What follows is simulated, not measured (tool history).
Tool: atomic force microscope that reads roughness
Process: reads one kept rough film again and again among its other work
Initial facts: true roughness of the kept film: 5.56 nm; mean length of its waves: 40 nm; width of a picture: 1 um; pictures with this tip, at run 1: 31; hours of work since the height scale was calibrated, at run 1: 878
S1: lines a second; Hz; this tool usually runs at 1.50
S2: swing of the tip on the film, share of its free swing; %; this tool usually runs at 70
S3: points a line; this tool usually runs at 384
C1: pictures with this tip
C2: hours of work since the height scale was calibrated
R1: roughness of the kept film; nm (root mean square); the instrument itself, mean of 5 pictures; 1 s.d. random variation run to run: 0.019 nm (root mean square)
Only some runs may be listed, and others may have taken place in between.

run 1 hour=0.0 | S1=1.50 S2=70 S3=384 | C1=31 C2=878 | R1=4.170
run 2 hour=19.8 | S1=1.50 S2=70 S3=384 | C1=53 C2=893 | R1=3.973
run 3 hour=46.9 | S1=1.50 S2=73 S3=384 | C1=83 C2=913 | R1=3.674
run 4 hour=87.2 | S1=1.50 S2=73 S3=384 | C1=128 C2=943 | R1=3.377
run 5 hour=109.8 | S1=1.50 S2=70 S3=256 | C1=154 C2=959 | R1=3.254
run 6 hour=129.4 | S1=1.50 S2=70 S3=384 | C1=176 C2=974 | R1=3.148
-- hour=132.7 height scale calibrated on a step standard
-- hour=139.6 new tip fitted
run 7 hour=151.0 | S1=1.50 S2=70 S3=384 | C1=12 C2=13 | R1=4.397
run 8 hour=176.7 | S1=0.69 S2=70 S3=384 | C1=41 C2=32 | R1=4.249
run 9 hour=194.4 | S1=3.57 S2=70 S3=373 | C1=61 C2=45 | R1=3.730
run 10 hour=218.0 | S1=2.62 S2=56 S3=384 | C1=87 C2=62 | R1=3.844
run 11 hour=248.9 | S1=0.93 S2=69 S3=309 | C1=122 C2=85 | R1=3.608
run 12 hour=286.9 | S1=2.18 S2=64 S3=340 | C1=165 C2=113 | R1=3.265
-- hour=300.9 height scale calibrated on a step standard, once more
-- hour=308.0 new tip fitted
run 13 hour=321.8 | S1=2.35 S2=71 S3=384 | C1=15 C2=15 | R1=4.374

Forecast each of these 4 alternatives for the next run:
run A hour=353.2 | S1=1.50 S2=69 S3=1000 | C1=50 C2=38 | R1=?
run B hour=353.2 | S1=1.32 S2=56 S3=904 | C1=50 C2=38 | R1=?
run C hour=353.2 | S1=3.59 S2=65 S3=268 | C1=50 C2=38 | R1=?
run D hour=353.2 | S1=1.15 S2=59 S3=384 | C1=50 C2=38 | R1=?

run=A R1=4.183
run=B R1=4.293
run=C R1=4.026
run=D R1=4.297
Without the tool's hidden state the same runs would have given:
run=A R1=4.649
run=B R1=4.773
run=C R1=4.475
run=D R1=4.778
